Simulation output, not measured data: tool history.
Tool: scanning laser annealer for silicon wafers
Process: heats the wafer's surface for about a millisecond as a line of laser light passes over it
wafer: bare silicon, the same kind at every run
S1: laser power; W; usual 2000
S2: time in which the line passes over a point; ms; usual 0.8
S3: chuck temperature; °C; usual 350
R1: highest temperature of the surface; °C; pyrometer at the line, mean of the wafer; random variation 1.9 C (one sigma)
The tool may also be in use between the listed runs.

Run 1, hour 0: usual settings. Result: R1 1097 °C.
Run 2, hour 21.3: usual settings. Result: R1 1097 °C.
Run 3, hour 47.1: usual settings but S1 1943 W. Result: R1 1074 °C.
Run 4, hour 72.1: usual settings but S1 1943 W. Result: R1 1068 °C.
Run 5, hour 88.6: usual settings but S3 379 °C. Result: R1 1123 °C.
Run 6, hour 103.5: usual settings. Result: R1 1096 °C.
Run 7, hour 126.3: usual settings but S2 0.827 ms. Result: R1 1105 °C.
Run 8, hour 141.5: usual settings but S2 0.827 ms. Result: R1 1104 °C.
Run 9, hour 160.4: usual settings but S2 0.827 ms. Result: R1 1103 °C.
Run 10, hour 186.2: usual settings but S2 0.827 ms. Result: R1 1100 °C.
Run 11, hour 211.3: usual settings but S2 0.827 ms. Result: R1 1100 °C.
At hour 237.7: optics aligned, line set to its width.
Run 12, hour 240.6: usual settings but S2 0.827 ms. Result: R1 1118 °C.
Run 13, hour 252.2: usual settings but S3 349 °C. Result: R1 1103 °C.
Run 14, hour 278.5: usual settings but S3 349 °C. Result: R1 1097 °C.
Run 15, hour 297.9: usual settings but S3 347 °C. Result: R1 1098 °C.
Run 16, hour 312.1: usual settings but S3 347 °C. Result: R1 1095 °C.
Run 17, hour 333: usual settings but S3 347 °C. Result: R1 1095 °C.
Run 18, hour 352.5: usual settings but S1 2080 W. Result: R1 1129 °C.
Run 19, hour 372: usual settings but S1 2080 W. Result: R1 1132 °C.
Run 20, hour 397.5: usual settings but S1 2125 W, S2 0.747 ms, S3 386 °C. Result: R1 1150 °C.
Run 21, hour 421.9: usual settings but S1 2125 W, S2 0.747 ms, S3 386 °C. Result: R1 1154 °C.
Run 22, hour 444.2: usual settings but S1 1843 W, S2 0.623 ms, S3 389 °C. Result: R1 975 °C.
Run 23, hour 469.2: usual settings but S2 0.995 ms. Result: R1 1191 °C.
Run 24, hour 485.1: usual settings but S2 0.995 ms. Result: R1 1190 °C.
Run 25, hour 503.6: usual settings but S1 1973 W, S2 0.711 ms. Result: R1 1031 °C.
Run 26, hour 516.5: usual settings but S1 2014 W, S2 0.855 ms. Result: R1 1122 °C.
Run 27, hour 528.4: usual settings but S1 2014 W, S2 0.855 ms, S3 380 °C. Result: R1 1152 °C.
Run 28, hour 554.3: usual settings but S1 2014 W, S2 0.855 ms, S3 380 °C. Result: R1 1151 °C.
At hour 571.3: window over the wafer cleaned.
Run 29, hour 580.2: usual settings but S1 2023 W, S2 0.907 ms, S3 338 °C. Result: R1 1189 °C.
Run 30, hour 606.3: usual settings but S1 2197 W, S2 0.627 ms. Result: R1 1100 °C.
Run 31, hour 626.6: usual settings but S1 1797 W, S2 0.66 ms, S3 362 °C. Result: R1 979 °C.
Run 32, hour 651.8: usual settings but S1 1797 W, S2 0.66 ms, S3 362 °C. Result: R1 979 °C.
Run 33, hour 666.2: usual settings but S1 1728 W, S2 0.72 ms, S3 387 °C. Result: R1 1005 °C.
Run 34, hour 691.4: usual settings but S1 1853 W, S2 0.802 ms, S3 343 °C. Result: R1 1057 °C.

Forecast each of these 5 alternatives for the next run:
Run A, hour 709.9: usual settings but S1 2016 W, S2 0.921 ms. Result: R1 ?.
Run B, hour 709.9: usual settings but S1 1853 W, S2 0.802 ms, S3 363 °C. Result: R1 ?.
Run C, hour 709.9: usual settings but S1 1868 W, S2 0.719 ms, S3 324 °C. Result: R1 ?.
Run D, hour 709.9: usual settings but S2 0.969 ms, S3 310 °C. Result: R1 ?.
Run E, hour 709.9: usual settings but S1 2154 W, S2 0.982 ms, S3 343 °C. Result: R1 ?.

run    R1
  A  1198
  B  1077
  C  1000
  D  1174
  E  1291
Without the tool's hidden state the same runs would have given:
run    R1
  A  1209
  B  1086
  C  1009
  D  1185
  E  1304

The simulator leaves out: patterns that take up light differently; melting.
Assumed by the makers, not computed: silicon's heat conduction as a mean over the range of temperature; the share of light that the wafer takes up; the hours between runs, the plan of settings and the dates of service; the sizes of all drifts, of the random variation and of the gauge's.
